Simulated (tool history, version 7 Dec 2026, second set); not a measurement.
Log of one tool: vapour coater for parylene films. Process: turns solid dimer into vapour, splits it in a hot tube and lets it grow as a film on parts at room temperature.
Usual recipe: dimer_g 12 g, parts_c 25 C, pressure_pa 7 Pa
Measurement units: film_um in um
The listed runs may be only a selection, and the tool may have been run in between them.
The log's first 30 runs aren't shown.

{"run": 31, "hour": 596.4, "dimer_g": 6, "parts_c": 20, "pressure_pa": 5.56, "film_um": 1.58}
{"hour": 619.5, "done": "trap's valve overhauled"}
{"run": 32, "hour": 624.4, "dimer_g": 12, "parts_c": 25, "pressure_pa": 4.12, "film_um": 3.03}
{"run": 33, "hour": 647.3, "dimer_g": 7, "parts_c": 27, "pressure_pa": 4.12, "film_um": 1.65}
{"run": 34, "hour": 657.9, "dimer_g": 7, "parts_c": 27, "pressure_pa": 3.14, "film_um": 1.68}
{"run": 35, "hour": 682.9, "dimer_g": 12, "parts_c": 24, "pressure_pa": 2.66, "film_um": 3.33}
{"run": 36, "hour": 705.1, "dimer_g": 7, "parts_c": 23, "pressure_pa": 7, "film_um": 1.69}
{"run": 37, "hour": 720.1, "dimer_g": 7, "parts_c": 23, "pressure_pa": 7, "film_um": 1.68}
{"run": 38, "hour": 746.1, "dimer_g": 7, "parts_c": 23, "pressure_pa": 7, "film_um": 1.65}
{"run": 39, "hour": 771.2, "dimer_g": 7, "parts_c": 23, "pressure_pa": 7, "film_um": 1.67}
{"run": 40, "hour": 788.2, "dimer_g": 18, "parts_c": 19, "pressure_pa": 9.15, "film_um": 4.77}
{"run": 41, "hour": 799.0, "dimer_g": 18, "parts_c": 22, "pressure_pa": 3.74, "film_um": 4.88}
{"run": 42, "hour": 820.4, "dimer_g": 18, "parts_c": 22, "pressure_pa": 3.74, "film_um": 4.88}
{"run": 43, "hour": 841.7, "dimer_g": 12, "parts_c": 25, "pressure_pa": 2.66, "film_um": 3.07}
{"run": 44, "hour": 855.4, "dimer_g": 12, "parts_c": 25, "pressure_pa": 2.66, "film_um": 3.09}
{"run": 45, "hour": 873.4, "dimer_g": 9, "parts_c": 26, "pressure_pa": 2.99, "film_um": 2.12}
{"hour": 880.2, "done": "trap's valve overhauled"}
{"run": 46, "hour": 896.6, "dimer_g": 9, "parts_c": 28, "pressure_pa": 7, "film_um": 1.85}

Each row is a separate what-if for the run after 46, all from the same tool condition, not one after another. Results?
{"run": "A", "hour": 910.7, "dimer_g": 12, "parts_c": 25, "pressure_pa": 10.71, "film_um": "?"}
{"run": "B", "hour": 910.7, "dimer_g": 9, "parts_c": 25, "pressure_pa": 8.28, "film_um": "?"}
{"run": "C", "hour": 910.7, "dimer_g": 12, "parts_c": 25, "pressure_pa": 4.04, "film_um": "?"}

run=A film_um=2.49
run=B film_um=1.95
run=C film_um=3.05
Without the tool's unlogged condition, the same runs would have read:
run=A film_um=2.48
run=B film_um=1.94
run=C film_um=3.04
